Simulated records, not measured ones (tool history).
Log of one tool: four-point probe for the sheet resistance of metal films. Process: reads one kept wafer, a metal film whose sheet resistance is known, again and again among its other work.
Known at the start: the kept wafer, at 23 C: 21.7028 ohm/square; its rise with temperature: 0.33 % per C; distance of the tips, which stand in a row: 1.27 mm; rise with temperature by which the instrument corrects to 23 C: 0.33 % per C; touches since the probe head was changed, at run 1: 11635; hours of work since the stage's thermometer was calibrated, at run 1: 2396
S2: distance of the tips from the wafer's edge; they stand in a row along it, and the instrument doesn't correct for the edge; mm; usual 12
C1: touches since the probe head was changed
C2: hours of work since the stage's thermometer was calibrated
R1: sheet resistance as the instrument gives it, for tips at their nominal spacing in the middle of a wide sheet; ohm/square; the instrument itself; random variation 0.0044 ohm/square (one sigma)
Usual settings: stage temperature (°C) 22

run 1 hour=0.0 | stage_temperature_(°C)=22 S2=12 | C1=11635 C2=2396 | R1=21.747477
run 2 hour=19.8 | stage_temperature_(°C)=22 S2=12 | C1=11930 C2=2410 | R1=21.744639
run 3 hour=39.8 | stage_temperature_(°C)=30 S2=12 | C1=12228 C2=2424 | R1=21.744283
run 4 hour=56.3 | stage_temperature_(°C)=30 S2=12 | C1=12473 C2=2435 | R1=21.748749
run 5 hour=74.5 | stage_temperature_(°C)=30 S2=5 | C1=12744 C2=2448 | R1=22.348397
run 6 hour=93.3 | stage_temperature_(°C)=21 S2=5 | C1=13024 C2=2461 | R1=22.335589
run 7 hour=111.3 | stage_temperature_(°C)=21 S2=5 | C1=13292 C2=2473 | R1=22.330737
run 8 hour=126.0 | stage_temperature_(°C)=22 S2=12 | C1=13511 C2=2483 | R1=21.736938
run 9 hour=140.0 | stage_temperature_(°C)=22 S2=12 | C1=13719 C2=2493 | R1=21.745650
run 10 hour=151.8 | stage_temperature_(°C)=22 S2=12 | C1=13894 C2=2501 | R1=21.742774
run 11 hour=169.9 | stage_temperature_(°C)=22 S2=12 | C1=14164 C2=2514 | R1=21.744322
run 12 hour=185.5 | stage_temperature_(°C)=22 S2=12 | C1=14396 C2=2524 | R1=21.733429
run 13 hour=198.3 | stage_temperature_(°C)=22 S2=53 | C1=14586 C2=2533 | R1=21.606744
run 14 hour=215.3 | stage_temperature_(°C)=29 S2=53 | C1=14839 C2=2545 | R1=21.620800
run 15 hour=238.2 | stage_temperature_(°C)=29 S2=64 | C1=15180 C2=2561 | R1=21.617347
run 16 hour=248.5 | stage_temperature_(°C)=22 S2=12 | C1=15334 C2=2568 | R1=21.733892
run 17 hour=273.1 | stage_temperature_(°C)=22 S2=12 | C1=15699 C2=2585 | R1=21.725406
-- hour=275.6 stage's thermometer calibrated
run 18 hour=292.5 | stage_temperature_(°C)=22 S2=12 | C1=15981 C2=12 | R1=21.720139
run 19 hour=315.9 | stage_temperature_(°C)=22 S2=12 | C1=16330 C2=28 | R1=21.713378
-- hour=324.7 stage's thermometer calibrated, once more
run 20 hour=327.0 | stage_temperature_(°C)=22 S2=12 | C1=16486 C2=2 | R1=21.783632
run 21 hour=351.0 | stage_temperature_(°C)=22 S2=12 | C1=16844 C2=18 | R1=21.779074
run 22 hour=364.7 | stage_temperature_(°C)=33 S2=12 | C1=17048 C2=28 | R1=21.796997
run 23 hour=384.3 | stage_temperature_(°C)=33 S2=35 | C1=17340 C2=41 | R1=21.675062
run 24 hour=399.1 | stage_temperature_(°C)=21 S2=31 | C1=17559 C2=52 | R1=21.669593
run 25 hour=409.2 | stage_temperature_(°C)=21 S2=31 | C1=17711 C2=59 | R1=21.669531
run 26 hour=432.3 | stage_temperature_(°C)=32 S2=23 | C1=18054 C2=75 | R1=21.685571
run 27 hour=453.2 | stage_temperature_(°C)=31 S2=18 | C1=18366 C2=89 | R1=21.719789
run 28 hour=465.7 | stage_temperature_(°C)=31 S2=18 | C1=18551 C2=98 | R1=21.710905
run 29 hour=478.0 | stage_temperature_(°C)=28 S2=26 | C1=18733 C2=106 | R1=21.681326
run 30 hour=495.6 | stage_temperature_(°C)=31 S2=30 | C1=18997 C2=118 | R1=21.679079
run 31 hour=509.5 | stage_temperature_(°C)=28 S2=19 | C1=19204 C2=128 | R1=21.706770
run 32 hour=522.8 | stage_temperature_(°C)=28 S2=19 | C1=19401 C2=137 | R1=21.699419
run 33 hour=537.2 | stage_temperature_(°C)=29 S2=16 | C1=19616 C2=147 | R1=21.729289
run 34 hour=554.1 | stage_temperature_(°C)=24 S2=14 | C1=19867 C2=159 | R1=21.748721
run 35 hour=564.5 | stage_temperature_(°C)=27 S2=11 | C1=20022 C2=166 | R1=21.808895
run 36 hour=580.9 | stage_temperature_(°C)=27 S2=11 | C1=20265 C2=177 | R1=21.801058
run 37 hour=600.9 | stage_temperature_(°C)=22 S2=16 | C1=20563 C2=191 | R1=21.706734
run 38 hour=613.7 | stage_temperature_(°C)=23 S2=24 | C1=20754 C2=200 | R1=21.674670

Run 39 comes next. What will it give?
run 39 hour=625.7 | stage_temperature_(°C)=23 S2=6 | C1=20932 C2=208 | R1=?

R1: 22.145367 ohm/square
Without the tool's hidden state the same run would have given R1 22.205676 ohm/square.
